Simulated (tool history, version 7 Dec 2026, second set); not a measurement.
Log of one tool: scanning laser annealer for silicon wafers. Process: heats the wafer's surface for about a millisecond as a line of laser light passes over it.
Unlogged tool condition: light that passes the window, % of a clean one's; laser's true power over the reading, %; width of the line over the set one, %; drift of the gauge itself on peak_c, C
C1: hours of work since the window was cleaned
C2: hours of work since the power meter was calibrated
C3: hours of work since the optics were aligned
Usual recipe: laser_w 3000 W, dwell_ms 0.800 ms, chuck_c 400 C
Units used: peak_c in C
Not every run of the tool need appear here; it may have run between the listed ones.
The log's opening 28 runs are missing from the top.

{"run": 29, "day": 18.046, "laser_w": 2737, "dwell_ms": 0.576, "chuck_c": 434, "C1": 199, "C2": 321, "C3": 1601, "peak_c": 1017}
{"run": 30, "day": 18.904, "laser_w": 3000, "dwell_ms": 0.8, "chuck_c": 378, "C1": 207, "C2": 330, "C3": 1609, "peak_c": 1144}
{"run": 31, "day": 19.8, "laser_w": 3000, "dwell_ms": 0.63, "chuck_c": 363, "C1": 216, "C2": 339, "C3": 1618, "peak_c": 1042}
{"run": 32, "day": 20.525, "laser_w": 3000, "dwell_ms": 0.63, "chuck_c": 363, "C1": 223, "C2": 346, "C3": 1625, "peak_c": 1043}
{"run": 33, "day": 21.333, "laser_w": 3000, "dwell_ms": 0.63, "chuck_c": 363, "C1": 231, "C2": 353, "C3": 1633, "peak_c": 1038}
{"day": 21.596, "done": "optics aligned, line set to its width"}
{"run": 34, "day": 22.158, "laser_w": 2875, "dwell_ms": 0.574, "chuck_c": 400, "C1": 237, "C2": 359, "C3": 5, "peak_c": 1021}
{"run": 35, "day": 22.775, "laser_w": 2875, "dwell_ms": 0.956, "chuck_c": 405, "C1": 243, "C2": 365, "C3": 11, "peak_c": 1217}
{"run": 36, "day": 23.408, "laser_w": 2875, "dwell_ms": 0.956, "chuck_c": 405, "C1": 249, "C2": 372, "C3": 18, "peak_c": 1215}
{"run": 37, "day": 24.2, "laser_w": 3083, "dwell_ms": 0.692, "chuck_c": 426, "C1": 257, "C2": 379, "C3": 25, "peak_c": 1165}
{"run": 38, "day": 25.05, "laser_w": 3083, "dwell_ms": 0.692, "chuck_c": 426, "C1": 265, "C2": 388, "C3": 34, "peak_c": 1171}
{"run": 39, "day": 25.7, "laser_w": 3000, "dwell_ms": 0.8, "chuck_c": 400, "C1": 272, "C2": 394, "C3": 40, "peak_c": 1178}
{"run": 40, "day": 26.429, "laser_w": 3289, "dwell_ms": 0.839, "chuck_c": 400, "C1": 279, "C2": 401, "C3": 47, "peak_c": 1283}
{"run": 41, "day": 26.908, "laser_w": 3000, "dwell_ms": 0.8, "chuck_c": 437, "C1": 283, "C2": 406, "C3": 52, "peak_c": 1211}

Consider 4 possible next runs. They are alternatives, not a sequence: every one starts from the tool as it was left by run 41. What does each give?
{"run": "A", "day": 27.279, "laser_w": 3158, "dwell_ms": 0.8, "chuck_c": 360, "C1": 287, "C2": 409, "C3": 55, "peak_c": "?"}
{"run": "B", "day": 27.279, "laser_w": 3000, "dwell_ms": 0.784, "chuck_c": 437, "C1": 287, "C2": 409, "C3": 55, "peak_c": "?"}
{"run": "C", "day": 27.279, "laser_w": 3000, "dwell_ms": 0.563, "chuck_c": 437, "C1": 287, "C2": 409, "C3": 55, "peak_c": "?"}
{"run": "D", "day": 27.279, "laser_w": 3000, "dwell_ms": 0.915, "chuck_c": 376, "C1": 287, "C2": 409, "C3": 55, "peak_c": "?"}

run=A peak_c=1185
run=B peak_c=1208
run=C peak_c=1082
run=D peak_c=1208
Without the tool's hidden state the same runs would have given:
run=A peak_c=1195
run=B peak_c=1218
run=C peak_c=1090
run=D peak_c=1219
